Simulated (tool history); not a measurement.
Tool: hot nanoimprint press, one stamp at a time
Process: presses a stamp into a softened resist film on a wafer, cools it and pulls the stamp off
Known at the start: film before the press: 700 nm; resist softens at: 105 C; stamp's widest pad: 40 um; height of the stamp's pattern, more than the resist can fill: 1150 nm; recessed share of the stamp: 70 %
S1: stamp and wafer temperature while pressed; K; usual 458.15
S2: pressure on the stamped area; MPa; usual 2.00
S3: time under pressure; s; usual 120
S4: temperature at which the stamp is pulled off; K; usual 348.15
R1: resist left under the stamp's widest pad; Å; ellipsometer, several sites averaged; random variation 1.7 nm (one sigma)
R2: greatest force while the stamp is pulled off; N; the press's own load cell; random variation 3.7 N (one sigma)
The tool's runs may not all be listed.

run	hour	S1	S2	S3	S4	R1	R2
1	0.0	458.15	2.00	120	348.15	2989	227
2	10.3	453.15	2.00	120	348.15	3745	226
# hour 14.7: plate thermocouple calibrated
3	25.1	453.15	2.00	120	348.15	3495	217
4	37.4	458.15	2.00	120	348.15	2780	215
5	47.8	458.15	2.00	120	339.15	2771	245
6	57.8	458.15	2.00	120	348.15	2762	233
7	70.1	458.15	2.00	120	348.15	2781	223
8	91.3	458.15	1.50	120	348.15	3149	225
9	107.3	458.15	1.50	218	348.15	2457	225
10	123.9	458.15	1.50	218	348.15	2448	231
11	138.9	458.15	1.50	218	348.15	2470	230
12	149.9	458.15	1.50	218	348.15	2464	252
13	166.0	458.15	1.50	218	350.15	2431	240
14	180.9	458.15	2.00	120	348.15	2801	244
15	202.2	458.15	2.54	120	351.15	2572	239
16	215.5	458.15	2.23	84	348.15	3137	245
17	233.3	458.15	2.23	84	348.15	3132	245
18	250.8	467.15	2.00	151	348.15	1679	245
# hour 268.7: stamp cleaned and given a new release coat
19	276.3	458.15	2.31	187	348.15	2181	183
20	293.5	458.15	2.35	62	338.15	3434	201
21	302.4	458.15	2.35	239	339.15	1955	202
22	318.7	460.15	1.94	133	355.15	2483	169
23	331.8	460.15	1.94	133	355.15	2542	171
24	343.7	469.15	2.00	120	342.15	1709	206
25	357.9	469.15	2.00	120	342.15	1712	210
26	377.5	460.15	1.92	144	339.15	2442	213
27	390.0	456.15	1.61	97	337.15	3691	222

4 ways to go on from here, each from the tool as it stands after run 27. What would each give?
A	400.2	456.15	2.38	164	354.15	?	?
B	400.2	453.15	2.86	152	348.15	?	?
C	400.2	458.15	2.55	120	348.15	?	?
D	400.2	456.15	1.61	126	339.15	?	?

run	R1	R2
A	2551	189
B	2823	194
C	2601	200
D	3337	217
Without the tool's hidden state the same runs would have given:
run	R1	R2
A	2432	171
B	2689	176
C	2482	181
D	3202	196
